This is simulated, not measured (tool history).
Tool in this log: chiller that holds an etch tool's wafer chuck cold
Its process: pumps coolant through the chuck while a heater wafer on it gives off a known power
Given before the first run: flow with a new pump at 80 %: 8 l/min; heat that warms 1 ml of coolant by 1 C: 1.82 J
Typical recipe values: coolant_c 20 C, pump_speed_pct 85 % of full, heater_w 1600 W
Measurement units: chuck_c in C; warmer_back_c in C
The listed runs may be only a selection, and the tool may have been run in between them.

run	day	coolant_c	pump_speed_pct	heater_w	chuck_c	warmer_back_c
1	0	20	85	1600	34.4	6.48
2	3.596	20	85	1600	34.4	6.48
3	7.038	20	85	2163	39.1	8.73
4	10.029	20	85	1441	33.2	5.8
5	12.729	13	85	1441	26.1	5.82
6	14.629	20	85	1210	31.1	4.88
7	17.192	20	85	1600	34.5	6.46
8	20.267	20	85	1600	34.4	6.51
9	22.179	20	85	1600	34.4	6.54
10	25.271	20	66	1600	37.3	8.4
11	27.35	20	66	1600	37.5	8.45
12	28.988	20	66	1600	37.3	8.49
13	30.696	20	85	1600	34.5	6.53
14	33.967	20	85	1600	34.7	6.57
15	35.917	20	85	1600	34.5	6.56
# day 36.379: chiller's thermometer calibrated
16	39.108	20	85	1600	34.1	6.56
17	40.629	20	65	1476	35.9	7.97
18	43.338	29	87	1600	42.9	6.46
19	46.308	20	93	1853	35.3	6.92
20	49.083	25	72	1479	39.9	7.19
21	50.621	20	62	1600	37.7	9.09
22	53.675	20	62	1600	38	9.12
# day 54.229: coolant pump overhauled
23	56.638	20	75	1142	31.3	5.55
24	58.533	22	89	1600	36	6.49
25	61.229	27	85	1659	42.4	7.01
26	64.796	27	66	1659	45.1	9.15
27	67.333	11	62	1257	25.5	7.43
28	70.808	20	85	2195	40.5	9.36
29	72.521	20	85	2195	40.1	9.3
# day 74.825: coolant pump overhauled, once more
30	74.946	16	71	1562	31.4	7.29
31	78.596	14	94	1600	26.9	5.56
32	81.888	16	83	1600	30.2	6.33

What if the next run were any one of these 4? Each begins from the tool's condition after run 32:
A	85.538	14	73	1600	?	?
B	85.538	14	79	1380	?	?
C	85.538	14	85	1809	?	?
D	85.538	19	62	2118	?	?

run	chuck_c	warmer_back_c
A	29.3	7.25
B	26.7	5.77
C	29.7	7.01
D	42	11.3
With the hidden condition removed and each run's random variation left untouched, the same runs would have given:
run	chuck_c	warmer_back_c
A	28.4	7.26
B	26	5.78
C	28.7	7.02
D	40.7	11.32
